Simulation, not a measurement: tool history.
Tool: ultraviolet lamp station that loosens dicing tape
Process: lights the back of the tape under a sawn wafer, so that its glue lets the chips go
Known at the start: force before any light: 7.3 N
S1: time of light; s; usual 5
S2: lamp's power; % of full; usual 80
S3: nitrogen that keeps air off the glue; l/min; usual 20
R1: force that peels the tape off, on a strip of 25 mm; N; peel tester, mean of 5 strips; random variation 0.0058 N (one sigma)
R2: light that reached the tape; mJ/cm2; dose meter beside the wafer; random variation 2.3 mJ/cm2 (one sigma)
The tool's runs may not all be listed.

{"run": 1, "hour": 0.0, "S1": 5, "S2": 80, "S3": 20, "R1": 0.184, "R2": 206}
{"run": 2, "hour": 10.0, "S1": 5, "S2": 80, "S3": 20, "R1": 0.197, "R2": 204}
{"run": 3, "hour": 26.0, "S1": 5, "S2": 80, "S3": 20, "R1": 0.198, "R2": 204}
{"run": 4, "hour": 40.2, "S1": 5, "S2": 80, "S3": 20, "R1": 0.197, "R2": 201}
{"run": 5, "hour": 48.4, "S1": 6, "S2": 80, "S3": 20, "R1": 0.128, "R2": 243}
{"run": 6, "hour": 58.8, "S1": 6, "S2": 80, "S3": 20, "R1": 0.114, "R2": 245}
{"run": 7, "hour": 68.3, "S1": 6, "S2": 80, "S3": 20, "R1": 0.125, "R2": 240}
{"run": 8, "hour": 77.9, "S1": 6, "S2": 80, "S3": 20, "R1": 0.124, "R2": 239}
{"run": 9, "hour": 91.3, "S1": 5, "S2": 80, "S3": 40, "R1": 0.161, "R2": 197}
{"run": 10, "hour": 103.3, "S1": 5, "S2": 80, "S3": 20, "R1": 0.203, "R2": 198}
{"run": 11, "hour": 113.8, "S1": 5, "S2": 80, "S3": 20, "R1": 0.213, "R2": 197}
{"hour": 115.2, "done": "window cleaned of glue's vapour"}
{"run": 12, "hour": 125.1, "S1": 5, "S2": 92, "S3": 20, "R1": 0.141, "R2": 223}
{"run": 13, "hour": 138.4, "S1": 5, "S2": 80, "S3": 20, "R1": 0.229, "R2": 194}
{"run": 14, "hour": 157.9, "S1": 5, "S2": 97, "S3": 20, "R1": 0.151, "R2": 233}
{"run": 15, "hour": 168.4, "S1": 5, "S2": 97, "S3": 20, "R1": 0.142, "R2": 229}
{"hour": 174.8, "done": "window cleaned of glue's vapour, once more"}
{"run": 16, "hour": 178.9, "S1": 5, "S2": 92, "S3": 20, "R1": 0.127, "R2": 238}
{"run": 17, "hour": 194.8, "S1": 5, "S2": 92, "S3": 20, "R1": 0.133, "R2": 235}
{"run": 18, "hour": 204.4, "S1": 5, "S2": 92, "S3": 20, "R1": 0.133, "R2": 235}
{"run": 19, "hour": 212.8, "S1": 5, "S2": 92, "S3": 20, "R1": 0.132, "R2": 231}
{"run": 20, "hour": 232.2, "S1": 5, "S2": 77, "S3": 26, "R1": 0.198, "R2": 195}
{"run": 21, "hour": 243.8, "S1": 8, "S2": 77, "S3": 18, "R1": 0.081, "R2": 312}
{"run": 22, "hour": 260.0, "S1": 5, "S2": 60, "S3": 20, "R1": 0.439, "R2": 154}
{"run": 23, "hour": 275.5, "S1": 5, "S2": 84, "S3": 12, "R1": 0.246, "R2": 205}
{"run": 24, "hour": 293.9, "S1": 5, "S2": 84, "S3": 12, "R1": 0.242, "R2": 211}
{"run": 25, "hour": 306.4, "S1": 5, "S2": 84, "S3": 12, "R1": 0.247, "R2": 206}
{"run": 26, "hour": 319.5, "S1": 5, "S2": 89, "S3": 7, "R1": 0.304, "R2": 220}
{"run": 27, "hour": 327.7, "S1": 4, "S2": 69, "S3": 9, "R1": 0.835, "R2": 137}
{"run": 28, "hour": 339.9, "S1": 4, "S2": 88, "S3": 20, "R1": 0.285, "R2": 173}
{"run": 29, "hour": 357.9, "S1": 4, "S2": 88, "S3": 20, "R1": 0.328, "R2": 169}
{"run": 30, "hour": 372.2, "S1": 2, "S2": 81, "S3": 15, "R1": 1.778, "R2": 76}
{"run": 31, "hour": 384.8, "S1": 5, "S2": 78, "S3": 15, "R1": 0.287, "R2": 190}
{"run": 32, "hour": 398.5, "S1": 5, "S2": 78, "S3": 15, "R1": 0.294, "R2": 186}
{"run": 33, "hour": 414.2, "S1": 2, "S2": 68, "S3": 15, "R1": 2.258, "R2": 70}
{"run": 34, "hour": 424.8, "S1": 2, "S2": 68, "S3": 21, "R1": 2.074, "R2": 64}
{"run": 35, "hour": 443.1, "S1": 2, "S2": 68, "S3": 21, "R1": 2.078, "R2": 64}
{"run": 36, "hour": 458.3, "S1": 2, "S2": 68, "S3": 21, "R1": 2.06, "R2": 63}
{"run": 37, "hour": 467.8, "S1": 2, "S2": 68, "S3": 21, "R1": 2.052, "R2": 63}

Forecast each of these 3 alternatives for the next run:
{"run": "A", "hour": 481.9, "S1": 4, "S2": 64, "S3": 17, "R1": "?", "R2": "?"}
{"run": "B", "hour": 481.9, "S1": 4, "S2": 100, "S3": 23, "R1": "?", "R2": "?"}
{"run": "C", "hour": 481.9, "S1": 9, "S2": 64, "S3": 14, "R1": "?", "R2": "?"}

run=A R1=0.841 R2=125
run=B R1=0.224 R2=188
run=C R1=0.107 R2=269
Without the tool's hidden state the same runs would have given:
run=A R1=0.560 R2=149
run=B R1=0.134 R2=225
run=C R1=0.073 R2=322
